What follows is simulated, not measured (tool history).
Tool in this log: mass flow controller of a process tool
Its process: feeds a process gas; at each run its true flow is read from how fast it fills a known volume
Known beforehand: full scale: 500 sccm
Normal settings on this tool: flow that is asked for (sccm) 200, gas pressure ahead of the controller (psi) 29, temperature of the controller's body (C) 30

run    hour  flow that is asked for (sccm)  gas pressure ahead of the controller (psi)  temperature of the controller's body (C)  true flow (%)
  1       0                            200                                          29                                        30          98.69
  2   256.8                            200                                          29                                        30           98.7
      550.5  -- controller's zero set anew
  3   559.9                            200                                          29                                        37          99.35
  4   927.4                            200                                          29                                        37          99.35
  5  1142.5                            200                                          29                                        30           98.7
  6  1338.4                            200                                          29                                        30          98.78
     1524.9  -- controller exchanged for a calibrated one
  7  1670.1                            200                                          29                                        30          98.76
  8  2081.9                            200                                          29                                        30          98.68
  9  2477.3                            200                                          29                                        30          98.74
 10  2895.8                            200                                          29                                        40          99.57
 11  3253.6                            200                                          29                                        40          99.59
 12  3640.9                            200                                          29                                        30           98.8
 13  3944.7                            200                                        27.7                                        30          98.78
 14  4138.8                            200                                        38.1                                        36          99.71
 15  4489.8                             69                                        30.9                                        22           97.4
 16  4805.2                            221                                        26.8                                        20          97.89
 17    5064                            221                                        26.8                                        20          97.85
 18  5405.7                            200                                        20.5                                        34          98.77
 19  5721.4                            200                                        23.4                                        30          98.55
 20  5925.4                            200                                        23.4                                        30          98.45
 21  6326.1                            200                                        21.2                                        25          97.79
 22  6634.3                            200                                        21.2                                        24          97.99
 23  6931.5                            200                                        21.2                                        24          97.92

Here are 5 independent what-if runs from the current tool condition. What would each one return?
  A  7251                            200                                        20.9                                        24              ?
  B  7251                            165                                        21.2                                        24              ?
  C  7251                             64                                        38.7                                        28              ?
  D  7251                            200                                          29                                        22              ?
  E  7251                            200                                        39.2                                        30              ?

run  true flow (%)
  A          97.94
  B           97.7
  C          98.28
  D          98.03
  E          99.28
Without the tool's unlogged condition, the same runs would have read:
run  true flow (%)
  A          97.94
  B          97.69
  C          98.26
  D          98.02
  E          99.27
